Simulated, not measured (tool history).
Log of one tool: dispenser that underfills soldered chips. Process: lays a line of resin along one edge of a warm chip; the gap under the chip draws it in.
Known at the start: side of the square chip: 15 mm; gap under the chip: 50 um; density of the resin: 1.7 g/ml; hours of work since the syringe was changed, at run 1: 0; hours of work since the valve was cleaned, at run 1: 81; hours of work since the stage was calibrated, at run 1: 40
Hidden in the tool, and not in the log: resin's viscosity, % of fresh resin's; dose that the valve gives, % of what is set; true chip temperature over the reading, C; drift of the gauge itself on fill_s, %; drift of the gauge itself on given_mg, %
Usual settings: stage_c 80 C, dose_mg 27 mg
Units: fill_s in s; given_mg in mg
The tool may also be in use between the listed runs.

run	hour	stage_c	dose_mg	hours of work since the syringe was changed	hours of work since the valve was cleaned	hours of work since the stage was calibrated	fill_s	given_mg
1	0	80	27	0	81	40	280.6	25.62
2	10.2	91	27	6	87	46	251	25.65
# hour 12.6: new syringe of resin
3	23.9	80	24.6	7	95	54	381.6	23.19
# hour 25.3: new syringe of resin
4	31.7	80	27	4	100	58	317.2	25.23
# hour 38.7: new syringe of resin
5	41.3	80	27	2	105	64	295.3	25.34
6	48.8	80	27	6	110	69	352	25.09
# hour 51.9: new syringe of resin
7	61.6	80	27	6	117	76	352.8	25.24
# hour 65.5: new syringe of resin
8	72.2	80	27	4	124	82	326	24.88
# hour 78.5: new syringe of resin
9	78.5	80	27	0	127	86	279	24.87
10	90.3	76	27	7	134	93	419.1	24.62
# hour 91.8: new syringe of resin
11	99	76	27	4	139	98	374.3	24.78
# hour 105.2: new syringe of resin
# hour 106.2: dispensing valve cleaned and set on the balance
12	109.4	79	28	2	2	104	303.5	28
13	115.4	80	27.6	6	6	107	326	27.64
# hour 119.6: new syringe of resin
14	129.7	80	27.6	6	14	116	343.3	27.35
# hour 132.3: new syringe of resin
15	141.3	69	34.5	5	21	123	478.7	34.14
# hour 145.6: new syringe of resin
16	148.1	90	25.4	1	25	127	213.2	25
17	155.5	93	25.3	6	29	131	233.2	24.88
# hour 158.4: new syringe of resin
18	168.3	65	25.9	6	37	139	587.7	25.48
# hour 171.4: new syringe of resin
19	178.7	70	31.1	4	43	145	438.6	30.26

Forecast each of these 3 alternatives for the next run:
# hour 185.1: new syringe of resin
A	193.1	70	33.9	5	51	153	?	?
# hour 185.1: new syringe of resin
B	193.1	70	24.4	5	51	153	?	?
# hour 185.1: new syringe of resin
C	193.1	80	31.1	5	51	153	?	?

run	fill_s	given_mg
A	450.4	32.74
B	487.8	23.74
C	319.9	30.17
Without the tool's hidden state the same runs would have given:
run	fill_s	given_mg
A	377.8	33.76
B	405.9	24.47
C	267.6	31.09
